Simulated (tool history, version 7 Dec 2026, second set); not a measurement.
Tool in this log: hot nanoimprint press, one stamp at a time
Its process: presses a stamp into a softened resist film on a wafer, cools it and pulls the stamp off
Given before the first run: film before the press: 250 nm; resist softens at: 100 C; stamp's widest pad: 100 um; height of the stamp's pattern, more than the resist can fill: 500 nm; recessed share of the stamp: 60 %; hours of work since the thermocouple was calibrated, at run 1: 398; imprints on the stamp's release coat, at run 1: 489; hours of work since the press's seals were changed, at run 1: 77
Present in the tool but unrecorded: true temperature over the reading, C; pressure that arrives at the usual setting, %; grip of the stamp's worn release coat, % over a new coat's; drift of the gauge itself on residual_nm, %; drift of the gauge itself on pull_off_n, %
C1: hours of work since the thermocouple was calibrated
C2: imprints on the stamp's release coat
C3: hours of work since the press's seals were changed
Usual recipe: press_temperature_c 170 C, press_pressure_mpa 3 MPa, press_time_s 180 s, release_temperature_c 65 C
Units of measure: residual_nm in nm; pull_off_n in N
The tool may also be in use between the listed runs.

{"run": 1, "day": 0.0, "press_temperature_c": 170, "press_pressure_mpa": 3, "press_time_s": 180, "release_temperature_c": 65, "C1": 398, "C2": 489, "C3": 77, "residual_nm": 106.4, "pull_off_n": 135}
{"run": 2, "day": 2.429, "press_temperature_c": 170, "press_pressure_mpa": 3, "press_time_s": 180, "release_temperature_c": 65, "C1": 422, "C2": 638, "C3": 101, "residual_nm": 106.9, "pull_off_n": 136}
{"run": 3, "day": 4.983, "press_temperature_c": 170, "press_pressure_mpa": 3, "press_time_s": 340, "release_temperature_c": 65, "C1": 447, "C2": 795, "C3": 126, "residual_nm": 83.8, "pull_off_n": 137}
{"run": 4, "day": 8.304, "press_temperature_c": 170, "press_pressure_mpa": 3, "press_time_s": 340, "release_temperature_c": 65, "C1": 479, "C2": 999, "C3": 158, "residual_nm": 83.7, "pull_off_n": 135}
{"run": 5, "day": 9.908, "press_temperature_c": 170, "press_pressure_mpa": 3, "press_time_s": 340, "release_temperature_c": 65, "C1": 494, "C2": 1097, "C3": 174, "residual_nm": 84.3, "pull_off_n": 133}
{"day": 10.333, "done": "plate thermocouple calibrated"}
{"run": 6, "day": 11.567, "press_temperature_c": 170, "press_pressure_mpa": 3, "press_time_s": 340, "release_temperature_c": 65, "C1": 12, "C2": 1191, "C3": 188, "residual_nm": 82.1, "pull_off_n": 138}
{"run": 7, "day": 15.017, "press_temperature_c": 170, "press_pressure_mpa": 3, "press_time_s": 340, "release_temperature_c": 65, "C1": 45, "C2": 1403, "C3": 222, "residual_nm": 82.9, "pull_off_n": 134}
{"day": 17.862, "done": "stamp cleaned and given a new release coat"}
{"run": 8, "day": 18.383, "press_temperature_c": 170, "press_pressure_mpa": 3, "press_time_s": 340, "release_temperature_c": 65, "C1": 76, "C2": 32, "C3": 252, "residual_nm": 84.2, "pull_off_n": 139}
{"run": 9, "day": 20.275, "press_temperature_c": 169, "press_pressure_mpa": 3, "press_time_s": 180, "release_temperature_c": 65, "C1": 94, "C2": 148, "C3": 270, "residual_nm": 112.3, "pull_off_n": 137}
{"run": 10, "day": 22.5, "press_temperature_c": 170, "press_pressure_mpa": 3.89, "press_time_s": 266, "release_temperature_c": 58, "C1": 116, "C2": 284, "C3": 292, "residual_nm": 81.1, "pull_off_n": 149}
{"run": 11, "day": 23.938, "press_temperature_c": 170, "press_pressure_mpa": 3.89, "press_time_s": 221, "release_temperature_c": 58, "C1": 130, "C2": 373, "C3": 306, "residual_nm": 87.7, "pull_off_n": 148}
{"run": 12, "day": 26.404, "press_temperature_c": 170, "press_pressure_mpa": 3, "press_time_s": 180, "release_temperature_c": 65, "C1": 154, "C2": 524, "C3": 330, "residual_nm": 107.5, "pull_off_n": 131}
{"run": 13, "day": 29.383, "press_temperature_c": 170, "press_pressure_mpa": 3, "press_time_s": 180, "release_temperature_c": 65, "C1": 182, "C2": 707, "C3": 359, "residual_nm": 108.2, "pull_off_n": 133}
{"run": 14, "day": 31.262, "press_temperature_c": 161, "press_pressure_mpa": 3.95, "press_time_s": 180, "release_temperature_c": 56, "C1": 201, "C2": 822, "C3": 377, "residual_nm": 143.6, "pull_off_n": 157}
{"run": 15, "day": 32.879, "press_temperature_c": 161, "press_pressure_mpa": 3.95, "press_time_s": 180, "release_temperature_c": 56, "C1": 216, "C2": 921, "C3": 393, "residual_nm": 145.1, "pull_off_n": 154}

Alternative continuations, all from the tool just after run 15; predict every row:
{"run": "A", "day": 34.371, "press_temperature_c": 175, "press_pressure_mpa": 3.95, "press_time_s": 324, "release_temperature_c": 56, "C1": 231, "C2": 1012, "C3": 407, "residual_nm": "?", "pull_off_n": "?"}
{"run": "B", "day": 34.371, "press_temperature_c": 170, "press_pressure_mpa": 3.51, "press_time_s": 200, "release_temperature_c": 65, "C1": 231, "C2": 1012, "C3": 407, "residual_nm": "?", "pull_off_n": "?"}
{"run": "C", "day": 34.371, "press_temperature_c": 161, "press_pressure_mpa": 3.95, "press_time_s": 151, "release_temperature_c": 65, "C1": 231, "C2": 1012, "C3": 407, "residual_nm": "?", "pull_off_n": "?"}

run=A residual_nm=58.9 pull_off_n=151
run=B residual_nm=96.1 pull_off_n=135
run=C residual_nm=150.2 pull_off_n=134
With no hidden state in the tool, these same runs would have given:
run=A residual_nm=57.6 pull_off_n=149
run=B residual_nm=94.1 pull_off_n=134
run=C residual_nm=147.1 pull_off_n=133
